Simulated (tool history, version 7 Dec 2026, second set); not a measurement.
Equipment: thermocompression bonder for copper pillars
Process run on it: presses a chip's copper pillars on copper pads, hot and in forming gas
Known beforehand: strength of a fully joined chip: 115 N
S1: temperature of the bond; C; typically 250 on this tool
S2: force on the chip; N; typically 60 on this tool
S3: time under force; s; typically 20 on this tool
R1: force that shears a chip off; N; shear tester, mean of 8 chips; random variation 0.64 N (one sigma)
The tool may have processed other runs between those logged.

run    day   S1  S2  S3    R1
  1  0.000  250  60  20  56.5
     0.262  -- forming gas filter changed
  2  0.429  250  60  20  62.3
  3  0.717  250  60  20  60.6
  4  0.971  250  40  20  45.8
  5  1.196  250  60  20  60.5
  6  1.567  250  60  20  59.0
  7  1.762  250  60  20  60.4
  8  2.154  250  60  20  60.8
  9  2.404  250  60  20  60.3
 10  2.738  250  60  20  60.3
 11  2.975  250  60  20  60.7
 12  3.246  250  60  20  60.7
 13  3.479  250  60  20  61.3
 14  3.675  250  60  25  65.7
 15  3.879  250  60  25  65.0
 16  4.179  250  60  20  60.7
     4.279  -- heater calibrated with a thermocouple chip
 17  4.629  250  60  20  58.8
 18  5.033  250  60  20  60.4
     5.204  -- heater calibrated with a thermocouple chip, once more
 19  5.342  250  60  14  51.8
 20  5.704  250  60  14  52.6

Run 21, settings as shown, results not yet in. Your forecast:
 21  6.129  222  60  14   ?

{"run 21": {"R1": 30.6}}
Take away the tool's hidden state, keep the run-to-run variation as it was, and the same run would have given R1 31.3 N.
